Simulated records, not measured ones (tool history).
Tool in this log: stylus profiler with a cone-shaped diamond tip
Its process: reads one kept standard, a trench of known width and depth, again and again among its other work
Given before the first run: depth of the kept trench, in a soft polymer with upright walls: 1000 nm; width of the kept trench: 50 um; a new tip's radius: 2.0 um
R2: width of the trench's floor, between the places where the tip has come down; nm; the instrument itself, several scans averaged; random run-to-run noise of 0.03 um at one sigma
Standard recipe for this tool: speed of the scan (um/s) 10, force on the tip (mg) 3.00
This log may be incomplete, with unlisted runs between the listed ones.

Run 1, hour 0.0: usual settings. Result: depth of the trench (nm) 1011.60, R2 46220 nm.
Run 2, hour 41.4: usual settings. Result: depth of the trench (nm) 1012.57, R2 46210 nm.
Run 3, hour 87.2: usual settings. Result: depth of the trench (nm) 1011.92, R2 46210 nm.
Run 4, hour 123.2: usual settings. Result: depth of the trench (nm) 1011.70, R2 46200 nm.
Run 5, hour 168.1: usual settings. Result: depth of the trench (nm) 1012.25, R2 46100 nm.
Run 6, hour 186.7: usual settings. Result: depth of the trench (nm) 1012.21, R2 46070 nm.
Run 7, hour 216.0: usual settings but force on the tip (mg) 5.05. Result: depth of the trench (nm) 1017.17, R2 46100 nm.
Run 8, hour 261.3: usual settings. Result: depth of the trench (nm) 1012.37, R2 46100 nm.
Run 9, hour 288.1: usual settings but speed of the scan (um/s) 4. Result: depth of the trench (nm) 1012.02, R2 46090 nm.
Run 10, hour 313.1: usual settings but speed of the scan (um/s) 4. Result: depth of the trench (nm) 1012.32, R2 46110 nm.
Run 11, hour 335.9: usual settings. Result: depth of the trench (nm) 1012.27, R2 46030 nm.
Run 12, hour 377.6: usual settings. Result: depth of the trench (nm) 1012.16, R2 45990 nm.
Run 13, hour 422.5: usual settings. Result: depth of the trench (nm) 1012.55, R2 46050 nm.
Run 14, hour 457.0: usual settings. Result: depth of the trench (nm) 1012.56, R2 45970 nm.
Run 15, hour 487.8: usual settings. Result: depth of the trench (nm) 1012.37, R2 46000 nm.
Run 16, hour 528.7: usual settings. Result: depth of the trench (nm) 1012.45, R2 45990 nm.
Run 17, hour 549.6: usual settings. Result: depth of the trench (nm) 1012.51, R2 45980 nm.
Run 18, hour 594.7: usual settings but speed of the scan (um/s) 3. Result: depth of the trench (nm) 1012.40, R2 45950 nm.
Run 19, hour 622.6: usual settings but speed of the scan (um/s) 3. Result: depth of the trench (nm) 1012.39, R2 45960 nm.
Run 20, hour 649.8: usual settings but speed of the scan (um/s) 3. Result: depth of the trench (nm) 1012.32, R2 45930 nm.
Run 21, hour 672.6: usual settings but speed of the scan (um/s) 3. Result: depth of the trench (nm) 1012.51, R2 45890 nm.
Run 22, hour 714.8: usual settings but speed of the scan (um/s) 3. Result: depth of the trench (nm) 1012.98, R2 45860 nm.
Run 23, hour 740.5: usual settings but speed of the scan (um/s) 19. Result: depth of the trench (nm) 1012.56, R2 45790 nm.
Run 24, hour 778.4: usual settings but speed of the scan (um/s) 23, force on the tip (mg) 3.74. Result: depth of the trench (nm) 1014.33, R2 45780 nm.
Run 25, hour 819.4: usual settings but speed of the scan (um/s) 23, force on the tip (mg) 3.74. Result: depth of the trench (nm) 1014.69, R2 45820 nm.
Run 26, hour 848.6: usual settings but speed of the scan (um/s) 26, force on the tip (mg) 3.46. Result: depth of the trench (nm) 1013.86, R2 45820 nm.
Run 27, hour 870.3: usual settings but speed of the scan (um/s) 26, force on the tip (mg) 3.46. Result: depth of the trench (nm) 1013.84, R2 45780 nm.
Run 28, hour 913.2: usual settings but speed of the scan (um/s) 7, force on the tip (mg) 1.87. Result: depth of the trench (nm) 1009.76, R2 45730 nm.
Run 29, hour 937.3: usual settings but speed of the scan (um/s) 15, force on the tip (mg) 8.77. Result: depth of the trench (nm) 1025.25, R2 45760 nm.
Run 30, hour 978.2: usual settings but speed of the scan (um/s) 6, force on the tip (mg) 4.01. Result: depth of the trench (nm) 1015.72, R2 45730 nm.
Run 31, hour 1008.1: usual settings but speed of the scan (um/s) 13, force on the tip (mg) 5.99. Result: depth of the trench (nm) 1019.62, R2 45750 nm.
Run 32, hour 1050.0: usual settings but speed of the scan (um/s) 13, force on the tip (mg) 5.99. Result: depth of the trench (nm) 1020.13, R2 45730 nm.
Run 33, hour 1090.7: usual settings but speed of the scan (um/s) 17, force on the tip (mg) 3.01. Result: depth of the trench (nm) 1013.19, R2 45720 nm.
Run 34, hour 1113.1: usual settings but speed of the scan (um/s) 2, force on the tip (mg) 1.20. Result: depth of the trench (nm) 1007.42, R2 45670 nm.
Run 35, hour 1138.3: usual settings but speed of the scan (um/s) 29, force on the tip (mg) 1.20. Result: depth of the trench (nm) 1007.20, R2 45550 nm.
Run 36, hour 1168.7: usual settings but speed of the scan (um/s) 29, force on the tip (mg) 1.20. Result: depth of the trench (nm) 1007.37, R2 45560 nm.
Run 37, hour 1205.3: usual settings but speed of the scan (um/s) 9, force on the tip (mg) 1.62. Result: depth of the trench (nm) 1008.98, R2 45680 nm.
Run 38, hour 1235.7: usual settings but speed of the scan (um/s) 9, force on the tip (mg) 1.62. Result: depth of the trench (nm) 1009.03, R2 45640 nm.
Run 39, hour 1256.6: usual settings but speed of the scan (um/s) 9, force on the tip (mg) 1.62. Result: depth of the trench (nm) 1008.54, R2 45600 nm.
Run 40, hour 1279.5: usual settings but speed of the scan (um/s) 9, force on the tip (mg) 4.72. Result: depth of the trench (nm) 1017.19, R2 45610 nm.
Run 41, hour 1301.6: usual settings but speed of the scan (um/s) 9, force on the tip (mg) 4.72. Result: depth of the trench (nm) 1016.57, R2 45600 nm.
Run 42, hour 1345.4: usual settings but force on the tip (mg) 1.10. Result: depth of the trench (nm) 1007.12, R2 45540 nm.
Run 43, hour 1370.9: usual settings but speed of the scan (um/s) 38, force on the tip (mg) 1.00. Result: depth of the trench (nm) 1006.53, R2 45450 nm.
Run 44, hour 1394.8: usual settings but speed of the scan (um/s) 12, force on the tip (mg) 4.38. Result: depth of the trench (nm) 1016.27, R2 45550 nm.
Run 45, hour 1430.8: usual settings but speed of the scan (um/s) 12, force on the tip (mg) 4.38. Result: depth of the trench (nm) 1016.29, R2 45500 nm.
Run 46, hour 1458.8: usual settings but speed of the scan (um/s) 12, force on the tip (mg) 4.38. Result: depth of the trench (nm) 1016.61, R2 45570 nm.

Here are 5 independent what-if runs from the current tool condition. What would each one return?
Run A, hour 1486.9: usual settings but speed of the scan (um/s) 18. Result: depth of the trench (nm) ?, R2 ?.
Run B, hour 1486.9: usual settings but speed of the scan (um/s) 7, force on the tip (mg) 3.68. Result: depth of the trench (nm) ?, R2 ?.
Run C, hour 1486.9: usual settings but speed of the scan (um/s) 7, force on the tip (mg) 1.77. Result: depth of the trench (nm) ?, R2 ?.
Run D, hour 1486.9: usual settings but speed of the scan (um/s) 9, force on the tip (mg) 2.89. Result: depth of the trench (nm) ?, R2 ?.
Run E, hour 1486.9: usual settings but speed of the scan (um/s) 25, force on the tip (mg) 2.43. Result: depth of the trench (nm) ?, R2 ?.

run  depth of the trench (nm)     R2
  A                   1013.60  45500
  B                   1014.58  45530
  C                   1010.10  45520
  D                   1012.50  45440
  E                   1012.01  45440
With no hidden state in the tool, these same runs would have given:
run  depth of the trench (nm)     R2
  A                   1012.43  46500
  B                   1013.41  46530
  C                   1008.93  46520
  D                   1011.33  46440
  E                   1010.84  46440
